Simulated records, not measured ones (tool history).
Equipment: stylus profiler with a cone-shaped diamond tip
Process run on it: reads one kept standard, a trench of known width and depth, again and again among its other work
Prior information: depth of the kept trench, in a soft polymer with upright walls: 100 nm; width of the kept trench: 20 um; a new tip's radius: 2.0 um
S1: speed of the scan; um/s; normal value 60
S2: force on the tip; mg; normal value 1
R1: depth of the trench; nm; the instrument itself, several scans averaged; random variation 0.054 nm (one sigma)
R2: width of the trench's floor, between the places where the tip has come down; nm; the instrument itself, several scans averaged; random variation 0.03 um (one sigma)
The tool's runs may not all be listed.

run   hour   S1    S2      R1     R2
  1      0   60     1  100.73  18020
  2   76.7   60     1  100.71  17970
  3  139.1   60  0.39  100.32  17870
  4  189.5   60     1   100.6  17980
  5  231.4   60     1  100.68  17960
  6  314.1   60     1  100.71  17960
  7  394.7   60     1  100.66  18010
  8  436.7   88   0.7  100.46  17710
  9  518.7   37  1.99  101.02  18090
 10  591.1   37  1.99  100.97  18140
 11  650.1   22  0.34  100.16  18060
 12  698.6  186  0.45  100.38  16850
 13  772.2   29  1.06  100.52  18050
 14  822.4   19  2.26  101.18  18150

Below are 5 alternative next runs, each starting from the tool's condition after run 14. Predict each:
  A  906.1  126  1.44   ?   ?
  B  906.1   85  2.51   ?   ?
  C  906.1   19  2.97   ?   ?
  D  906.1   60  1.35   ?   ?
  E  906.1   35  1.86   ?   ?

run      R1     R2
  A  100.92  17730
  B  101.25  17960
  C  101.38  18160
  D  100.76  17910
  E  100.97  18060
Take away the tool's hidden state, keep each run's random variation, and the runs would have read:
run      R1     R2
  A  101.08  18280
  B  101.41  18510
  C  101.54  18700
  D  100.93  18450
  E  101.13  18610

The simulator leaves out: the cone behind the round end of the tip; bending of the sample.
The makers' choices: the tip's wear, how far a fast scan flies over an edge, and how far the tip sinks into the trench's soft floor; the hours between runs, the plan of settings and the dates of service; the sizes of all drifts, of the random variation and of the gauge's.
